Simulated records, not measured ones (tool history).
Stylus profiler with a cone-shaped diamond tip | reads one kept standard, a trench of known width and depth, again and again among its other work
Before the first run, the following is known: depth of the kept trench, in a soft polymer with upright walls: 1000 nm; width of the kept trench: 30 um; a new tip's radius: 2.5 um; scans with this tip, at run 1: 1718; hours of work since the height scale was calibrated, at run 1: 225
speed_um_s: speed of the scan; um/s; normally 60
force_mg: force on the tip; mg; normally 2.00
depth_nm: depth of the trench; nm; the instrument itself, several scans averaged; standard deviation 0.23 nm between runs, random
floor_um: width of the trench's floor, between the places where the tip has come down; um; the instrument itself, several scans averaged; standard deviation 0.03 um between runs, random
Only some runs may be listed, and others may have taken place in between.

| run | hour | speed_um_s | force_mg | scans with this tip | hours of work since the height scale was calibrated | depth_nm | floor_um |
|---|---|---|---|---|---|---|---|
| 1 | 0.0 | 60 | 2.00 | 1718 | 225 | 1013.27 | 25.34 |
| 2 | 19.8 | 60 | 2.00 | 1799 | 235 | 1013.34 | 25.31 |
| 3 | 31.9 | 60 | 2.00 | 1850 | 242 | 1013.09 | 25.37 |
| 4 | 41.0 | 60 | 2.00 | 1887 | 247 | 1013.26 | 25.30 |
| 5 | 55.4 | 60 | 2.00 | 1946 | 255 | 1012.91 | 25.34 |
| 6 | 73.5 | 60 | 3.83 | 2020 | 264 | 1020.42 | 25.42 |
| 7 | 90.6 | 60 | 3.83 | 2091 | 274 | 1020.40 | 25.41 |
| 8 | 103.4 | 60 | 3.83 | 2144 | 280 | 1020.09 | 25.37 |
| 9 | 123.5 | 60 | 3.83 | 2226 | 291 | 1020.32 | 25.36 |
| 10 | 137.4 | 30 | 2.00 | 2284 | 299 | 1013.18 | 25.46 |
| 11 | 150.7 | 30 | 2.00 | 2338 | 306 | 1012.62 | 25.47 |
| 12 | 171.2 | 163 | 1.41 | 2423 | 317 | 1009.75 | 24.28 |
| 13 | 185.0 | 18 | 4.29 | 2480 | 324 | 1021.58 | 25.58 |
| 14 | 204.4 | 18 | 1.08 | 2559 | 335 | 1007.43 | 25.47 |

The next listed run, before its measurement:
| 15 | 221.5 | 18 | 1.08 | 2630 | 344 | ? | ? |

depth_nm: 1007.35 nm
floor_um: 25.47 um
With no hidden state in the tool, this same run would have given depth_nm 1008.98 nm, floor_um 25.85 um.

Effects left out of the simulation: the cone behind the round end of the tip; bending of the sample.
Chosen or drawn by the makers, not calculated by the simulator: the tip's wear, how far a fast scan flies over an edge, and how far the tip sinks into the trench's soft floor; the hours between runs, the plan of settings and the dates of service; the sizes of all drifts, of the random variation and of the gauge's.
